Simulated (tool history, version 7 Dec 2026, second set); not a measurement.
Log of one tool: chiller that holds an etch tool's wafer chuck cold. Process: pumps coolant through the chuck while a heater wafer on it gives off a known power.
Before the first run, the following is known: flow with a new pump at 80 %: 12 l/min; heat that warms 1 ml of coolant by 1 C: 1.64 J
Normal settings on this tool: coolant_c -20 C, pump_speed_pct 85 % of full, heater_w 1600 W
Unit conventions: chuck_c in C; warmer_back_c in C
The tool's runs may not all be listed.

run,day,coolant_c,pump_speed_pct,heater_w,chuck_c,warmer_back_c
1,0,-20,85,1600,-7.3,4.54
2,1.838,-20,85,1600,-7.2,4.51
3,5.15,-20,85,1600,-7.3,4.57
4,8.383,-20,85,1600,-7.2,4.48
5,11.633,-20,85,1600,-7.1,4.54
6,13.367,-20,85,1600,-7.5,4.44
7,16.754,-20,85,1600,-7.1,4.43
8,18.571,-20,85,958,-12.4,2.62
9,21.117,-11,85,1981,4.8,5.5
10,23.967,-24,85,1600,-11.3,4.37
11,26.525,-28,91,859,-21.6,2.08
12,29,-24,100,898,-17.5,1.89
13,30.633,-16,95,1622,-4.3,3.89
14,32.679,-18,95,1622,-6.1,3.86
15,35.104,-18,95,1622,-6.1,3.82

Had the tool no unlogged condition, and each run kept its random variation, what would the results have been?
The hidden state here: heat passed by the chuck's channels, % of clean ones'; flow at a given pump speed, % of a new pump's; coolant's true temperature over the reading, C; drift of the gauge itself on chuck_c, C; drift of the gauge itself on warmer_back_c, C.
run,warmer_back_c
1,4.54
2,4.52
3,4.61
4,4.55
5,4.63
6,4.54
7,4.56
8,2.77
9,5.67
10,4.56
11,2.29
12,2.13
13,4.14
14,4.12
15,4.1
chuck_c: differs from the measured result by no more than 0.1 C in any run.
